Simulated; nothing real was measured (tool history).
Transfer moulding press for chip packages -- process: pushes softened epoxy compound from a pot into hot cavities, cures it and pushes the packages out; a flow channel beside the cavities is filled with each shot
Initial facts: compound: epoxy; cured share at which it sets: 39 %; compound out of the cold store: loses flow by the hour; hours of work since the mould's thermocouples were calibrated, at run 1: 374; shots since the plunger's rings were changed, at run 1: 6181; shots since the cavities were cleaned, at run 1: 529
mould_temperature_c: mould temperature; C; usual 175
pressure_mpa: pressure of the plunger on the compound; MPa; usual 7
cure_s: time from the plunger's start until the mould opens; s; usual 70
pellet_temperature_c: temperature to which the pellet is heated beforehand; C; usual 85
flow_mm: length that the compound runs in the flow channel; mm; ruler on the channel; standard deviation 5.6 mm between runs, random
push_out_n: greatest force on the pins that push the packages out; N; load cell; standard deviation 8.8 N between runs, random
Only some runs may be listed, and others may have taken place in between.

| run | hour | mould_temperature_c | pressure_mpa | cure_s | pellet_temperature_c | hours of work since the mould's thermocouples were calibrated | shots since the plunger's rings were changed | shots since the cavities were cleaned | incoming compound's hours out of the cold store | flow_mm | push_out_n |
|---|---|---|---|---|---|---|---|---|---|---|---|
| 1 | 0 | 175 | 7 | 70 | 85 | 374 | 6181 | 529 | 25.2 | 677 | 767 |
|  | 20 | plunger's sealing rings changed |
| 2 | 25.4 | 175 | 8.6 | 70 | 85 | 391 | 98 | 942 | 20.8 | 821 | 905 |
|  | 41.6 | cavities cleaned with cleaning compound and waxed |
| 3 | 52.3 | 175 | 8.6 | 70 | 85 | 410 | 554 | 192 | 13.9 | 853 | 621 |
| 4 | 83.5 | 175 | 8.6 | 70 | 85 | 433 | 1117 | 755 | 29.5 | 802 | 855 |
|  | 112.2 | cavities cleaned with cleaning compound and waxed |
| 5 | 127.4 | 175 | 7.06 | 70 | 85 | 464 | 1880 | 274 | 14.6 | 757 | 667 |
| 6 | 155.4 | 169 | 7 | 70 | 85 | 485 | 2385 | 779 | 14.9 | 748 | 1426 |
|  | 182.4 | cavities cleaned with cleaning compound and waxed |
| 7 | 190.9 | 179 | 7 | 70 | 85 | 510 | 2996 | 153 | 37.2 | 666 | 489 |
| 8 | 230.7 | 179 | 7 | 70 | 85 | 540 | 3714 | 871 | 29.1 | 687 | 687 |
|  | 250.3 | cavities cleaned with cleaning compound and waxed |
| 9 | 267.8 | 179 | 7 | 70 | 85 | 567 | 4355 | 316 | 23.6 | 683 | 588 |
| 10 | 289.6 | 176 | 7 | 70 | 85 | 583 | 4747 | 708 | 46.3 | 644 | 752 |
|  | 319.3 | cavities cleaned with cleaning compound and waxed |
| 11 | 327.1 | 167 | 7 | 70 | 85 | 609 | 5395 | 140 | 16.4 | 737 | 1082 |
| 12 | 365 | 175 | 7 | 52 | 85 | 638 | 6079 | 824 | 15.6 | 708 | 2100 |
|  | 388.8 | cavities cleaned with cleaning compound and waxed |
|  | 395.1 | plunger's sealing rings changed |
| 13 | 413.9 | 175 | 7 | 52 | 85 | 671 | 338 | 408 | 16.9 | 754 | 1813 |
|  | 451.3 | mould's thermocouples calibrated |
| 14 | 453.6 | 175 | 7 | 52 | 85 | 2 | 1017 | 1087 | 37.5 | 699 | 1972 |
|  | 462.2 | cavities cleaned with cleaning compound and waxed |
| 15 | 500.7 | 179 | 7.95 | 78 | 85 | 36 | 1838 | 694 | 43.7 | 709 | 590 |
|  | 532.2 | cavities cleaned with cleaning compound and waxed |
| 16 | 546 | 175 | 7 | 70 | 87 | 68 | 2626 | 247 | 25 | 707 | 600 |
| 17 | 575.5 | 176 | 7 | 70 | 85 | 90 | 3158 | 779 | 43.7 | 660 | 752 |
| 18 | 594.1 | 176 | 7 | 70 | 85 | 104 | 3493 | 1114 | 34.5 | 672 | 813 |
|  | 601.8 | cavities cleaned with cleaning compound and waxed |
| 19 | 626.5 | 176 | 7 | 70 | 85 | 127 | 4050 | 446 | 29.9 | 685 | 665 |
| 20 | 656.5 | 175 | 6.91 | 100 | 90 | 149 | 4590 | 986 | 16.2 | 709 | 618 |
|  | 669.4 | cavities cleaned with cleaning compound and waxed |
| 21 | 694.7 | 175 | 6.91 | 100 | 90 | 176 | 5251 | 456 | 23 | 702 | 540 |
|  | 737.2 | cavities cleaned with cleaning compound and waxed |
| 22 | 737.2 | 183 | 5.56 | 100 | 86 | 207 | 5989 | 0 | 27.5 | 584 | 299 |

Run 23, settings as shown, results not yet in. Your forecast:
| 23 | 758.1 | 173 | 7.31 | 75 | 89 | 222 | 6365 | 376 | 18.3 | ? | ? |

{"run 23": {"flow_mm": 718, "push_out_n": 663}}
Without the tool's hidden state the same run would have given flow_mm 772 mm, push_out_n 388 N.
